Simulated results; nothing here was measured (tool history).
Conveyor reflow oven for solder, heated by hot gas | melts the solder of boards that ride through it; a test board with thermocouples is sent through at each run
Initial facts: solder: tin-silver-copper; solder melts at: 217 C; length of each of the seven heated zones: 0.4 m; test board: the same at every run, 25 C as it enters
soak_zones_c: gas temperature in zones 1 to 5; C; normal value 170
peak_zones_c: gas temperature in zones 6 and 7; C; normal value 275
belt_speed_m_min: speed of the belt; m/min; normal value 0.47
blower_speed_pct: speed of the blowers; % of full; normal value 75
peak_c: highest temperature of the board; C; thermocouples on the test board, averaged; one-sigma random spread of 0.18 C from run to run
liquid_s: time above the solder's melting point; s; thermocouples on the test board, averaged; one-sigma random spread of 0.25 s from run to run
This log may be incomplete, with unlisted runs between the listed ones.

| run | hour | soak_zones_c | peak_zones_c | belt_speed_m_min | blower_speed_pct | peak_c | liquid_s |
|---|---|---|---|---|---|---|---|
| 1 | 0 | 170 | 275 | 0.47 | 75 | 259.5 | 81.8 |
| 2 | 24.1 | 170 | 275 | 0.47 | 75 | 259.6 | 81.4 |
| 3 | 50.7 | 170 | 278 | 0.47 | 75 | 262.1 | 83.8 |
| 4 | 96.4 | 170 | 278 | 0.47 | 75 | 262 | 83.7 |
| 5 | 132.9 | 170 | 275 | 0.47 | 75 | 259.2 | 81.1 |
|  | 151.5 | flux residue cleaned out of gas plates and filters |
| 6 | 161.8 | 170 | 275 | 0.47 | 75 | 258.4 | 80.4 |
|  | 196.2 | thermocouples of zones 6 and 7 changed |
| 7 | 214.3 | 170 | 275 | 0.47 | 75 | 257.1 | 79.7 |
| 8 | 248.6 | 170 | 275 | 0.47 | 75 | 257.1 | 79.1 |
| 9 | 303 | 170 | 275 | 0.47 | 58 | 254.2 | 75.7 |
| 10 | 347.1 | 170 | 275 | 0.47 | 75 | 257.2 | 79 |
| 11 | 374.1 | 170 | 275 | 0.47 | 75 | 256.9 | 79.1 |
| 12 | 396.8 | 170 | 275 | 0.435 | 75 | 259.7 | 88.8 |
|  | 408.3 | flux residue cleaned out of gas plates and filters, once more |
| 13 | 427.8 | 170 | 275 | 0.435 | 75 | 262.7 | 92.4 |
| 14 | 471.9 | 165 | 275 | 0.47 | 75 | 259.4 | 80.2 |
| 15 | 500.8 | 170 | 275 | 0.47 | 60 | 257.2 | 79.6 |
| 16 | 548.3 | 170 | 275 | 0.47 | 83 | 261.3 | 84.4 |
| 17 | 602.8 | 170 | 275 | 0.47 | 83 | 261.2 | 83.5 |
| 18 | 626.7 | 170 | 275 | 0.515 | 62 | 254.3 | 69.2 |
| 19 | 662.6 | 170 | 280 | 0.507 | 62 | 259.1 | 74.6 |
|  | 684.1 | belt drive overhauled, speed set with a stopwatch |
| 20 | 719.4 | 172 | 263 | 0.526 | 75 | 245.4 | 60.3 |
| 21 | 766.9 | 172 | 263 | 0.526 | 68 | 244.3 | 58.1 |
| 22 | 820.3 | 156 | 265 | 0.478 | 68 | 246.2 | 60.9 |
| 23 | 856.6 | 156 | 288 | 0.423 | 68 | 271.3 | 93.6 |
| 24 | 901.2 | 177 | 275 | 0.47 | 75 | 260.3 | 84.6 |
| 25 | 951.1 | 177 | 275 | 0.47 | 75 | 260.4 | 84.6 |
| 26 | 999.1 | 177 | 275 | 0.47 | 75 | 260.2 | 84.6 |
| 27 | 1025.1 | 177 | 275 | 0.47 | 75 | 259.7 | 84.6 |
| 28 | 1075 | 170 | 266 | 0.459 | 58 | 248.5 | 71.6 |
| 29 | 1119.8 | 170 | 266 | 0.459 | 58 | 248.6 | 71.5 |
|  | 1136.4 | flux residue cleaned out of gas plates and filters |
| 30 | 1175 | 166 | 289 | 0.553 | 58 | 261.2 | 66.8 |
| 31 | 1214.1 | 172 | 268 | 0.553 | 58 | 245.6 | 55.7 |

Measured less the same run without the tool's hidden state. The same run-to-run variation is in both; the gauge's scatter may not be:
Hidden state at play: heat that the gas passes to the board, % of a clean oven's; belt's true speed, % of the reading; true gas temperature in zones 6 and 7 over the reading, C; drift of the gauge itself on peak_c, C; drift of the gauge itself on liquid_s, %.
| run | peak_c | liquid_s |
|---|---|---|
| 1 | -0.1 | +0.4 |
| 2 | -0.1 | +0.3 |
| 3 | -0.1 | +0.4 |
| 4 | -0.2 | +0.3 |
| 5 | -0.3 | +0.2 |
| 6 | -0.9 | -0.5 |
| 7 | -2.4 | -1.7 |
| 8 | -2.4 | -1.7 |
| 9 | -2.4 | -2 |
| 10 | -2.6 | -1.9 |
| 11 | -2.7 | -1.9 |
| 12 | -2.4 | -1.5 |
| 13 | +0.7 | +1.7 |
| 14 | +0.6 | +1.5 |
| 15 | +0.6 | +1.6 |
| 16 | +0.4 | +1.5 |
| 17 | +0.4 | +1.4 |
| 18 | +0.4 | +1.2 |
| 19 | +0.3 | +1.3 |
| 20 | -0.4 | -0.8 |
| 21 | -0.5 | -0.9 |
| 22 | -0.6 | -1.2 |
| 23 | -0.5 | -0.6 |
| 24 | -0.6 | -0.6 |
| 25 | -0.6 | -0.7 |
| 26 | -0.7 | -0.7 |
| 27 | -0.7 | -0.8 |
| 28 | -0.6 | -1.3 |
| 29 | -0.7 | -1.3 |
| 30 | +0.5 | +0.6 |
| 31 | +0.5 | +0.5 |
